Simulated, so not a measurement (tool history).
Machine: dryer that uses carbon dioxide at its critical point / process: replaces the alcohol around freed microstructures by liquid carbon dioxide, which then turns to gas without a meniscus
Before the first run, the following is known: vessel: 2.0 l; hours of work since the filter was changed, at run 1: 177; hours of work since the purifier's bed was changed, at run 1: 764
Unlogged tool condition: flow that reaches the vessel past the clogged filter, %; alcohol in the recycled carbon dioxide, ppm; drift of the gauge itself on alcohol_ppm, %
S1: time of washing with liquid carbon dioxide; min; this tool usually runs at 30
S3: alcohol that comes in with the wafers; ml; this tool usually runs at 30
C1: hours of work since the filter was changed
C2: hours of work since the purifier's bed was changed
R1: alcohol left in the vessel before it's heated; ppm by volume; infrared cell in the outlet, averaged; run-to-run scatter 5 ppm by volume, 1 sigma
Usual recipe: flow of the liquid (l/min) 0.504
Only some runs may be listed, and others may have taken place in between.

Run 1, hour 0.0: usual settings; C1 177; C2 764. Result: R1 206 ppm by volume.
Run 2, hour 34.6: usual settings; C1 199; C2 786. Result: R1 215 ppm by volume.
At hour 59.6: purifier's bed changed.
Run 3, hour 99.9: usual settings; C1 238; C2 25. Result: R1 48 ppm by volume.
Run 4, hour 144.5: usual settings; C1 267; C2 54. Result: R1 56 ppm by volume.
Run 5, hour 213.2: usual settings; C1 310; C2 97. Result: R1 72 ppm by volume.
At hour 252.2: inlet filter changed.
Run 6, hour 283.5: usual settings; C1 20; C2 141. Result: R1 62 ppm by volume.
Run 7, hour 323.2: usual settings; C1 45; C2 166. Result: R1 59 ppm by volume.
Run 8, hour 382.5: usual settings but S1 38 min; C1 82; C2 203. Result: R1 66 ppm by volume.
Run 9, hour 440.3: usual settings; C1 119; C2 240. Result: R1 87 ppm by volume.
Run 10, hour 477.8: usual settings; C1 143; C2 264. Result: R1 92 ppm by volume.
Run 11, hour 546.8: usual settings but S3 69 ml; C1 186; C2 307. Result: R1 146 ppm by volume.
Run 12, hour 609.1: usual settings but S3 21 ml; C1 226; C2 347. Result: R1 114 ppm by volume.
Run 13, hour 670.7: usual settings but flow of the liquid (l/min) 0.411; C1 264; C2 385. Result: R1 234 ppm by volume.
Run 14, hour 701.7: usual settings but flow of the liquid (l/min) 0.411; C1 284; C2 405. Result: R1 229 ppm by volume.
Run 15, hour 730.6: usual settings but S1 37 min; C1 302; C2 423. Result: R1 126 ppm by volume.
Run 16, hour 773.0: usual settings but S1 37 min; C1 329; C2 450. Result: R1 127 ppm by volume.
At hour 782.2: inlet filter changed.
Run 17, hour 841.0: usual settings; C1 37; C2 492. Result: R1 136 ppm by volume.
Run 18, hour 894.2: usual settings; C1 71; C2 526. Result: R1 156 ppm by volume.
Run 19, hour 959.6: usual settings; C1 112; C2 567. Result: R1 171 ppm by volume.
Run 20, hour 994.9: usual settings; C1 134; C2 590. Result: R1 183 ppm by volume.
Run 21, hour 1028.4: usual settings; C1 156; C2 611. Result: R1 191 ppm by volume.
Run 22, hour 1059.6: usual settings but S1 25 min; C1 175; C2 630. Result: R1 240 ppm by volume.
Run 23, hour 1103.8: usual settings but S1 25 min; C1 203; C2 658. Result: R1 240 ppm by volume.
Run 24, hour 1157.8: usual settings but S1 24 min; C1 237; C2 693. Result: R1 307 ppm by volume.
Run 25, hour 1187.9: usual settings but S1 27 min, flow of the liquid (l/min) 0.316, S3 85 ml; C1 256; C2 712. Result: R1 1869 ppm by volume.
Run 26, hour 1247.0: usual settings but S1 31 min, flow of the liquid (l/min) 0.816, S3 107 ml; C1 294; C2 749. Result: R1 183 ppm by volume.
Run 27, hour 1290.0: usual settings but S1 19 min, flow of the liquid (l/min) 0.434, S3 21 ml; C1 321; C2 776. Result: R1 646 ppm by volume.
At hour 1312.0: inlet filter changed.
At hour 1331.5: purifier's bed changed.
Run 28, hour 1331.5: usual settings but flow of the liquid (l/min) 0.488; C1 10; C2 0. Result: R1 38 ppm by volume.
Run 29, hour 1377.1: usual settings but flow of the liquid (l/min) 0.488; C1 39; C2 29. Result: R1 33 ppm by volume.
Run 30, hour 1440.1: usual settings but S1 18 min, flow of the liquid (l/min) 0.327; C1 79; C2 69. Result: R1 1380 ppm by volume.
Run 31, hour 1503.7: usual settings but flow of the liquid (l/min) 0.449; C1 119; C2 109. Result: R1 92 ppm by volume.
Run 32, hour 1564.0: usual settings but flow of the liquid (l/min) 0.449; C1 157; C2 147. Result: R1 103 ppm by volume.
Run 33, hour 1605.4: usual settings but flow of the liquid (l/min) 0.386, S3 60 ml; C1 183; C2 173. Result: R1 333 ppm by volume.
Run 34, hour 1671.7: usual settings but S1 19 min, S3 72 ml; C1 225; C2 215. Result: R1 820 ppm by volume.
Run 35, hour 1703.3: usual settings but S1 40 min, flow of the liquid (l/min) 0.604; C1 245; C2 235. Result: R1 66 ppm by volume.
Run 36, hour 1759.1: usual settings but flow of the liquid (l/min) 0.609, S3 119 ml; C1 281; C2 270. Result: R1 102 ppm by volume.
Run 37, hour 1826.4: usual settings but S1 18 min, flow of the liquid (l/min) 0.385, S3 28 ml; C1 323; C2 313. Result: R1 1104 ppm by volume.
At hour 1842.4: inlet filter changed.
Run 38, hour 1871.0: usual settings but S1 18 min, flow of the liquid (l/min) 0.338; C1 18; C2 340. Result: R1 1268 ppm by volume.
Run 39, hour 1941.1: usual settings but S1 45 min, flow of the liquid (l/min) 0.593; C1 62; C2 385. Result: R1 96 ppm by volume.
Run 40, hour 2011.5: usual settings but flow of the liquid (l/min) 0.495; C1 107; C2 429. Result: R1 141 ppm by volume.
Run 41, hour 2082.1: usual settings but flow of the liquid (l/min) 0.316, S3 60 ml; C1 151; C2 474. Result: R1 823 ppm by volume.
Run 42, hour 2132.4: usual settings but flow of the liquid (l/min) 0.376, S3 25 ml; C1 183; C2 505. Result: R1 269 ppm by volume.

Each row is a separate what-if for the run after 42, all from the same tool condition, not one after another. Results?
Run A, hour 2194.0: usual settings but S1 35 min, flow of the liquid (l/min) 0.349, S3 84 ml; C1 222; C2 544. Result: R1 ?.
Run B, hour 2194.0: usual settings but S1 28 min, flow of the liquid (l/min) 0.469, S3 73 ml; C1 222; C2 544. Result: R1 ?.
Run C, hour 2194.0: usual settings but flow of the liquid (l/min) 0.669, S3 53 ml; C1 222; C2 544. Result: R1 ?.
Run D, hour 2194.0: usual settings but S1 40 min, flow of the liquid (l/min) 0.369, S3 96 ml; C1 222; C2 544. Result: R1 ?.

run   R1
  A  498
  B  328
  C  139
  D  287
What these runs would have given with no unlogged condition in the tool:
run   R1
  A  246
  B  129
  C    8
  D  103
